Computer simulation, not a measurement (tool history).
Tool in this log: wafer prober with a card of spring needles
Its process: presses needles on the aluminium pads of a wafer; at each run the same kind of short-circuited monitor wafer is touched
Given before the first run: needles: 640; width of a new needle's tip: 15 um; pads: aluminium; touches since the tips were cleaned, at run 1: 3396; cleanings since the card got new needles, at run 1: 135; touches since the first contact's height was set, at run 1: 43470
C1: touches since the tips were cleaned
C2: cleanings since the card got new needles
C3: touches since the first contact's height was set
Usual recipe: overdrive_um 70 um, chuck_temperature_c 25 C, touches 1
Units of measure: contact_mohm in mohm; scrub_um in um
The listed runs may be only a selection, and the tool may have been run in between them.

Run 1, hour 0.0: usual settings; C1 3396; C2 135; C3 43470. Result: contact_mohm 222 mohm, scrub_um 16.17 um.
At hour 5.5: tips cleaned on abrasive film.
At hour 21.7: tips cleaned on abrasive film.
Run 2, hour 34.7: usual settings; C1 4916; C2 137; C3 56571. Result: contact_mohm 223 mohm, scrub_um 16.09 um.
At hour 38.3: tips cleaned on abrasive film.
At hour 55.4: tips cleaned on abrasive film.
At hour 70.5: tips cleaned on abrasive film.
Run 3, hour 70.5: usual settings; C1 0; C2 140; C3 70091. Result: contact_mohm 224 mohm, scrub_um 16.20 um.
At hour 87.6: tips cleaned on abrasive film.
At hour 104.4: tips cleaned on abrasive film.
At hour 121.4: tips cleaned on abrasive film.
Run 4, hour 121.8: usual settings; C1 132; C2 143; C3 89461. Result: contact_mohm 223 mohm, scrub_um 16.18 um.
At hour 136.2: tips cleaned on abrasive film.
At hour 153.0: tips cleaned on abrasive film.
Run 5, hour 159.0: usual settings; C1 2294; C2 145; C3 103559. Result: contact_mohm 229 mohm, scrub_um 16.18 um.
At hour 169.7: tips cleaned on abrasive film.
At hour 185.8: tips cleaned on abrasive film.
At hour 202.7: tips cleaned on abrasive film.
Run 6, hour 209.1: usual settings; C1 2428; C2 148; C3 122463. Result: contact_mohm 225 mohm, scrub_um 16.21 um.
At hour 217.6: tips cleaned on abrasive film.
At hour 234.2: tips cleaned on abrasive film.
At hour 250.7: tips cleaned on abrasive film.
Run 7, hour 264.7: usual settings; C1 5333; C2 151; C3 143501. Result: contact_mohm 224 mohm, scrub_um 16.14 um.
At hour 268.3: tips cleaned on abrasive film.
At hour 284.2: tips cleaned on abrasive film.
Run 8, hour 292.3: usual settings; C1 3053; C2 153; C3 153905. Result: contact_mohm 226 mohm, scrub_um 16.11 um.
At hour 298.9: tips cleaned on abrasive film.
At hour 316.6: tips cleaned on abrasive film.
Run 9, hour 316.9: usual settings but touches 2; C1 118; C2 155; C3 163196. Result: contact_mohm 224 mohm, scrub_um 16.09 um.
At hour 333.1: tips cleaned on abrasive film.
At hour 348.0: tips cleaned on abrasive film.
Run 10, hour 353.2: usual settings but chuck_temperature_c 27 C, touches 2; C1 1991; C2 157; C3 176937. Result: contact_mohm 223 mohm, scrub_um 16.23 um.
At hour 363.3: tips cleaned on abrasive film.
At hour 380.1: tips cleaned on abrasive film.
Run 11, hour 384.7: usual settings but chuck_temperature_c 27 C, touches 2; C1 1751; C2 159; C3 188828. Result: contact_mohm 225 mohm, scrub_um 16.10 um.
At hour 397.7: tips cleaned on abrasive film.
At hour 414.8: tips cleaned on abrasive film.
At hour 421.5: height of the first contact set anew.
Run 12, hour 424.5: usual settings but chuck_temperature_c 27 C, touches 2; C1 3573; C2 161; C3 1135. Result: contact_mohm 228 mohm, scrub_um 16.15 um.
At hour 431.6: tips cleaned on abrasive film.
At hour 445.7: tips cleaned on abrasive film.
At hour 462.3: tips cleaned on abrasive film.
At hour 476.4: tips cleaned on abrasive film.
Run 13, hour 480.9: usual settings but chuck_temperature_c 27 C, touches 2; C1 1711; C2 165; C3 22457. Result: contact_mohm 224 mohm, scrub_um 16.10 um.
At hour 493.2: tips cleaned on abrasive film.
At hour 509.2: tips cleaned on abrasive film.
At hour 526.5: tips cleaned on abrasive film.
Run 14, hour 528.0: usual settings but overdrive_um 75 um, chuck_temperature_c 27 C, touches 2; C1 574; C2 168; C3 40244. Result: contact_mohm 221 mohm, scrub_um 17.28 um.
At hour 541.0: tips cleaned on abrasive film.
At hour 555.3: tips cleaned on abrasive film.
Run 15, hour 555.3: usual settings; C1 0; C2 170; C3 50536. Result: contact_mohm 227 mohm, scrub_um 16.21 um.
At hour 572.5: tips cleaned on abrasive film.
Run 16, hour 585.7: usual settings but overdrive_um 75 um, chuck_temperature_c 73 C; C1 5019; C2 171; C3 62078. Result: contact_mohm 238 mohm, scrub_um 17.34 um.
At hour 589.2: tips cleaned on abrasive film.
At hour 605.2: tips cleaned on abrasive film.
At hour 621.4: tips cleaned on abrasive film.
Run 17, hour 634.5: usual settings but overdrive_um 78 um, chuck_temperature_c 55 C, touches 3; C1 4992; C2 174; C3 80513. Result: contact_mohm 230 mohm, scrub_um 17.98 um.
At hour 638.2: tips cleaned on abrasive film.
At hour 654.8: tips cleaned on abrasive film.
At hour 672.5: tips cleaned on abrasive film.
Run 18, hour 686.4: usual settings but overdrive_um 87 um, chuck_temperature_c 39 C, touches 3; C1 5268; C2 177; C3 100103. Result: contact_mohm 224 mohm, scrub_um 20.01 um.
At hour 690.0: tips cleaned on abrasive film.
At hour 706.6: tips cleaned on abrasive film.
Run 19, hour 719.6: usual settings but overdrive_um 67 um; C1 4947; C2 179; C3 112650. Result: contact_mohm 229 mohm, scrub_um 15.37 um.
At hour 722.9: tips cleaned on abrasive film.
At hour 739.9: tips cleaned on abrasive film.
Run 20, hour 747.6: usual settings but overdrive_um 67 um; C1 2895; C2 181; C3 123219. Result: contact_mohm 224 mohm, scrub_um 15.39 um.
At hour 754.7: tips cleaned on abrasive film.
At hour 771.3: tips cleaned on abrasive film.
Run 21, hour 782.4: usual settings but overdrive_um 67 um; C1 4201; C2 183; C3 136374. Result: contact_mohm 225 mohm, scrub_um 15.49 um.
At hour 788.4: tips cleaned on abrasive film.
At hour 804.7: tips cleaned on abrasive film.
Run 22, hour 814.1: usual settings but overdrive_um 60 um, chuck_temperature_c 117 C, touches 2; C1 3568; C2 185; C3 148368. Result: contact_mohm 250 mohm, scrub_um 13.81 um.
At hour 820.1: tips cleaned on abrasive film.
At hour 836.9: tips cleaned on abrasive film.
At hour 854.1: tips cleaned on abrasive film.
Run 23, hour 860.1: usual settings but overdrive_um 79 um, chuck_temperature_c 30 C; C1 2262; C2 188; C3 165730. Result: contact_mohm 222 mohm, scrub_um 18.24 um.
At hour 868.6: tips cleaned on abrasive film.
At hour 885.8: tips cleaned on abrasive film.
At hour 900.5: tips cleaned on abrasive film.
At hour 917.4: tips cleaned on abrasive film.
Run 24, hour 918.5: usual settings but overdrive_um 79 um, chuck_temperature_c 27 C; C1 427; C2 192; C3 187807. Result: contact_mohm 223 mohm, scrub_um 18.15 um.
At hour 931.7: tips cleaned on abrasive film.
At hour 947.8: tips cleaned on abrasive film.
At hour 958.1: height of the first contact set anew.
At hour 964.3: tips cleaned on abrasive film.
Run 25, hour 976.0: usual settings but overdrive_um 60 um, chuck_temperature_c 37 C; C1 4445; C2 195; C3 6768. Result: contact_mohm 231 mohm, scrub_um 13.91 um.
At hour 979.7: tips cleaned on abrasive film.
At hour 996.1: tips cleaned on abrasive film.
At hour 1012.0: tips cleaned on abrasive film.
Run 26, hour 1015.8: usual settings but overdrive_um 60 um, chuck_temperature_c 37 C; C1 1432; C2 198; C3 21770. Result: contact_mohm 229 mohm, scrub_um 13.82 um.
At hour 1026.3: tips cleaned on abrasive film.
At hour 1042.0: tips cleaned on abrasive film.
At hour 1058.0: tips cleaned on abrasive film.
Run 27, hour 1066.4: usual settings but overdrive_um 60 um, chuck_temperature_c 37 C; C1 3190; C2 201; C3 40890. Result: contact_mohm 229 mohm, scrub_um 13.74 um.
At hour 1072.9: tips cleaned on abrasive film.
At hour 1089.5: tips cleaned on abrasive film.
At hour 1105.5: tips cleaned on abrasive film.
Run 28, hour 1106.9: usual settings but chuck_temperature_c 54 C; C1 527; C2 204; C3 56184. Result: contact_mohm 233 mohm, scrub_um 16.16 um.

Hidden condition of the tool, last listed run before each entry between runs versus first listed run after:
In the gap between runs 1 and 2: tips cleaned on abrasive film (hour 5.5); tips cleaned on abrasive film (hour 21.7)
  debris on the tips, nm: 0.4 -> 0.5
In the gap between runs 2 and 3: tips cleaned on abrasive film (hour 38.3); tips cleaned on abrasive film (hour 55.4); tips cleaned on abrasive film (hour 70.5)
  debris on the tips, nm: 0.5 -> 0
In the gap between runs 3 and 4: tips cleaned on abrasive film (hour 87.6); tips cleaned on abrasive film (hour 104.4); tips cleaned on abrasive film (hour 121.4)
  both runs share identical hidden conditions
In the gap between runs 4 and 5: tips cleaned on abrasive film (hour 136.2); tips cleaned on abrasive film (hour 153.0)
  debris on the tips, nm: 0 -> 0.3
In the gap between runs 5 and 6: tips cleaned on abrasive film (hour 169.7); tips cleaned on abrasive film (hour 185.8); tips cleaned on abrasive film (hour 202.7)
  both runs share identical hidden conditions
In the gap between runs 6 and 7: tips cleaned on abrasive film (hour 217.6); tips cleaned on abrasive film (hour 234.2); tips cleaned on abrasive film (hour 250.7)
  debris on the tips, nm: 0.3 -> 0.5; way that the needles fall short of the set height, um: 0.01 -> 0.02
In the gap between runs 7 and 8: tips cleaned on abrasive film (hour 268.3); tips cleaned on abrasive film (hour 284.2)
  debris on the tips, nm: 0.5 -> 0.4
In the gap between runs 8 and 9: tips cleaned on abrasive film (hour 298.9); tips cleaned on abrasive film (hour 316.6)
  debris on the tips, nm: 0.4 -> 0.1
In the gap between runs 9 and 10: tips cleaned on abrasive film (hour 333.1); tips cleaned on abrasive film (hour 348.0)
  debris on the tips, nm: 0.1 -> 0.3
In the gap between runs 10 and 11: tips cleaned on abrasive film (hour 363.3); tips cleaned on abrasive film (hour 380.1)
  debris on the tips, nm: 0.3 -> 0.2
In the gap between runs 11 and 12: tips cleaned on abrasive film (hour 397.7); tips cleaned on abrasive film (hour 414.8); height of the first contact set anew (hour 421.5)
  debris on the tips, nm: 0.2 -> 0.4; way that the needles fall short of the set height, um: 0.02 -> 0
In the gap between runs 12 and 13: tips cleaned on abrasive film (hour 431.6); tips cleaned on abrasive film (hour 445.7); tips cleaned on abrasive film (hour 462.3); tips cleaned on abrasive film (hour 476.4)
  debris on the tips, nm: 0.4 -> 0.3
In the gap between runs 13 and 14: tips cleaned on abrasive film (hour 493.2); tips cleaned on abrasive film (hour 509.2); tips cleaned on abrasive film (hour 526.5)
  debris on the tips, nm: 0.3 -> 0.1; way that the needles fall short of the set height, um: 0 -> 0.01; tips' diameter, um: 15.04 -> 15.05
In the gap between runs 14 and 15: tips cleaned on abrasive film (hour 541.0); tips cleaned on abrasive film (hour 555.3)
  debris on the tips, nm: 0.1 -> 0
In the gap between runs 15 and 16: tips cleaned on abrasive film (hour 572.5)
  debris on the tips, nm: 0 -> 0.5
In the gap between runs 16 and 17: tips cleaned on abrasive film (hour 589.2); tips cleaned on abrasive film (hour 605.2); tips cleaned on abrasive film (hour 621.4)
  both runs share identical hidden conditions
In the gap between runs 17 and 18: tips cleaned on abrasive film (hour 638.2); tips cleaned on abrasive film (hour 654.8); tips cleaned on abrasive film (hour 672.5)
  both runs share identical hidden conditions
In the gap between runs 18 and 19: tips cleaned on abrasive film (hour 690.0); tips cleaned on abrasive film (hour 706.6)
  both runs share identical hidden conditions
In the gap between runs 19 and 20: tips cleaned on abrasive film (hour 722.9); tips cleaned on abrasive film (hour 739.9)
  debris on the tips, nm: 0.5 -> 0.4; way that the needles fall short of the set height, um: 0.01 -> 0.02
In the gap between runs 20 and 21: tips cleaned on abrasive film (hour 754.7); tips cleaned on abrasive film (hour 771.3)
  both runs share identical hidden conditions
In the gap between runs 21 and 22: tips cleaned on abrasive film (hour 788.4); tips cleaned on abrasive film (hour 804.7)
  both runs share identical hidden conditions
In the gap between runs 22 and 23: tips cleaned on abrasive film (hour 820.1); tips cleaned on abrasive film (hour 836.9); tips cleaned on abrasive film (hour 854.1)
  debris on the tips, nm: 0.4 -> 0.3
In the gap between runs 23 and 24: tips cleaned on abrasive film (hour 868.6); tips cleaned on abrasive film (hour 885.8); tips cleaned on abrasive film (hour 900.5); tips cleaned on abrasive film (hour 917.4)
  debris on the tips, nm: 0.3 -> 0.1
In the gap between runs 24 and 25: tips cleaned on abrasive film (hour 931.7); tips cleaned on abrasive film (hour 947.8); height of the first contact set anew (hour 958.1); tips cleaned on abrasive film (hour 964.3)
  debris on the tips, nm: 0.1 -> 0.5; way that the needles fall short of the set height, um: 0.02 -> 0
In the gap between runs 25 and 26: tips cleaned on abrasive film (hour 979.7); tips cleaned on abrasive film (hour 996.1); tips cleaned on abrasive film (hour 1012.0)
  debris on the tips, nm: 0.5 -> 0.2
In the gap between runs 26 and 27: tips cleaned on abrasive film (hour 1026.3); tips cleaned on abrasive film (hour 1042.0); tips cleaned on abrasive film (hour 1058.0)
  debris on the tips, nm: 0.2 -> 0.4; way that the needles fall short of the set height, um: 0 -> 0.01
In the gap between runs 27 and 28: tips cleaned on abrasive film (hour 1072.9); tips cleaned on abrasive film (hour 1089.5); tips cleaned on abrasive film (hour 1105.5)
  debris on the tips, nm: 0.4 -> 0.1
